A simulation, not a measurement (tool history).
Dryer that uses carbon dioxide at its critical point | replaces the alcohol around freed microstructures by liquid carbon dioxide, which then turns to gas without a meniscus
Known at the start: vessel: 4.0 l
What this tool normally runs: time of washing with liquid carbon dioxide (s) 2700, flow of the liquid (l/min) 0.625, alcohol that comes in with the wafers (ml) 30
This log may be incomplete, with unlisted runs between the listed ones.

run	hour	time of washing with liquid carbon dioxide (s)	flow of the liquid (l/min)	alcohol that comes in with the wafers (ml)	alcohol left in the vessel before it's heated (ppm by volume)
1	0	2700	0.625	30	57
2	7	2700	0.625	30	52
3	13.2	2700	0.483	30	86
4	20	2700	0.483	30	108
5	31.4	2160	0.625	30	86
6	43.3	2700	0.625	37	63
# hour 49.7: inlet filter changed
7	54.3	2700	0.715	37	50
8	64.3	2700	0.715	37	63
9	76.6	3120	0.715	37	53
10	89.1	3120	0.715	37	62
11	95.2	3120	0.715	37	64
12	102.7	3960	0.418	84	82
13	110.9	3120	0.952	84	62
14	118.8	3660	0.558	82	58
15	125.6	3660	0.558	82	73
16	132.8	3660	0.558	82	64
17	142.5	3000	0.674	96	75
18	154	3000	0.674	96	62
19	163.6	1800	0.949	96	86
20	169.1	1800	0.949	96	83
21	177.4	1980	0.543	25	138

Below are 4 alternative next runs, each starting from the tool's condition after run 21. Predict each:
A	183.4	2160	0.625	30	?
B	183.4	2340	0.747	23	?
C	183.4	3180	0.626	29	?
D	183.4	1980	0.848	25	?

run	alcohol left in the vessel before it's heated (ppm by volume)
A	94
B	71
C	75
D	69
Stripped of hidden state, with their random variation kept, the same runs would have yielded:
run	alcohol left in the vessel before it's heated (ppm by volume)
A	31
B	9
C	11
D	8
